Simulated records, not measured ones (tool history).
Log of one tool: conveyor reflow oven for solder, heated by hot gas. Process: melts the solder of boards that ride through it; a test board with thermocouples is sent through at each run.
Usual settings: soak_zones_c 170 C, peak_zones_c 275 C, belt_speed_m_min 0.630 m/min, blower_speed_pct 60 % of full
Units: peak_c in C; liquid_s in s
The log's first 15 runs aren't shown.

Run 16, hour 584.7: usual settings but soak_zones_c 185 C, peak_zones_c 273 C. Result: peak_c 254.7 C, liquid_s 54.9 s.
Run 17, hour 607.0: usual settings but peak_zones_c 278 C, belt_speed_m_min 0.571 m/min. Result: peak_c 259.5 C, liquid_s 58.1 s.
Run 18, hour 651.4: usual settings but soak_zones_c 168 C, peak_zones_c 288 C. Result: peak_c 263.9 C, liquid_s 53.7 s.
Run 19, hour 688.7: usual settings but soak_zones_c 168 C, peak_zones_c 288 C. Result: peak_c 264.2 C, liquid_s 53.9 s.
At hour 712.7: flux residue cleaned out of gas plates and filters.
Run 20, hour 741.8: usual settings but soak_zones_c 163 C, peak_zones_c 286 C, belt_speed_m_min 0.666 m/min, blower_speed_pct 50 % of full. Result: peak_c 254.0 C, liquid_s 42.9 s.
Run 21, hour 788.1: usual settings but soak_zones_c 163 C, peak_zones_c 286 C, belt_speed_m_min 0.666 m/min. Result: peak_c 259.2 C, liquid_s 46.0 s.
Run 22, hour 830.1: usual settings but soak_zones_c 159 C, peak_zones_c 273 C, belt_speed_m_min 0.724 m/min, blower_speed_pct 77 % of full. Result: peak_c 250.0 C, liquid_s 37.3 s.
Run 23, hour 875.8: usual settings but soak_zones_c 159 C, peak_zones_c 279 C, belt_speed_m_min 0.724 m/min, blower_speed_pct 77 % of full. Result: peak_c 254.6 C, liquid_s 40.6 s.
At hour 898.4: thermocouples of zones 6 and 7 changed.
Run 24, hour 921.2: usual settings but soak_zones_c 159 C, peak_zones_c 279 C, belt_speed_m_min 0.724 m/min, blower_speed_pct 77 % of full. Result: peak_c 255.0 C, liquid_s 39.8 s.
Run 25, hour 962.8: usual settings but soak_zones_c 159 C, peak_zones_c 279 C, belt_speed_m_min 0.724 m/min, blower_speed_pct 77 % of full. Result: peak_c 254.2 C, liquid_s 40.1 s.
Run 26, hour 1002.4: usual settings but soak_zones_c 166 C, belt_speed_m_min 0.673 m/min. Result: peak_c 250.3 C, liquid_s 41.5 s.
Run 27, hour 1044.7: usual settings but peak_zones_c 274 C, belt_speed_m_min 0.673 m/min. Result: peak_c 250.2 C, liquid_s 43.3 s.
Run 28, hour 1082.4: usual settings but peak_zones_c 274 C, belt_speed_m_min 0.673 m/min. Result: peak_c 249.8 C, liquid_s 42.8 s.
Run 29, hour 1107.5: usual settings but peak_zones_c 269 C, belt_speed_m_min 0.673 m/min, blower_speed_pct 87 % of full. Result: peak_c 252.8 C, liquid_s 46.8 s.
Run 30, hour 1148.9: usual settings but peak_zones_c 269 C, belt_speed_m_min 0.673 m/min, blower_speed_pct 87 % of full. Result: peak_c 253.3 C, liquid_s 46.6 s.

3 ways to go on from here, each from the tool as it stands after run 30. What would each give?
Run A, hour 1174.6: usual settings but peak_zones_c 269 C, belt_speed_m_min 0.514 m/min, blower_speed_pct 77 % of full. Result: peak_c ?, liquid_s ?.
Run B, hour 1174.6: usual settings but soak_zones_c 171 C. Result: peak_c ?, liquid_s ?.
Run C, hour 1174.6: usual settings but peak_zones_c 269 C, belt_speed_m_min 0.673 m/min, blower_speed_pct 64 % of full. Result: peak_c ?, liquid_s ?.

run  peak_c  liquid_s
  A   259.5      66.5
  B   253.0      49.2
  C   246.9      41.1
Without the tool's hidden state the same runs would have given:
run  peak_c  liquid_s
  A   259.4      66.2
  B   252.9      49.0
  C   246.9      41.0

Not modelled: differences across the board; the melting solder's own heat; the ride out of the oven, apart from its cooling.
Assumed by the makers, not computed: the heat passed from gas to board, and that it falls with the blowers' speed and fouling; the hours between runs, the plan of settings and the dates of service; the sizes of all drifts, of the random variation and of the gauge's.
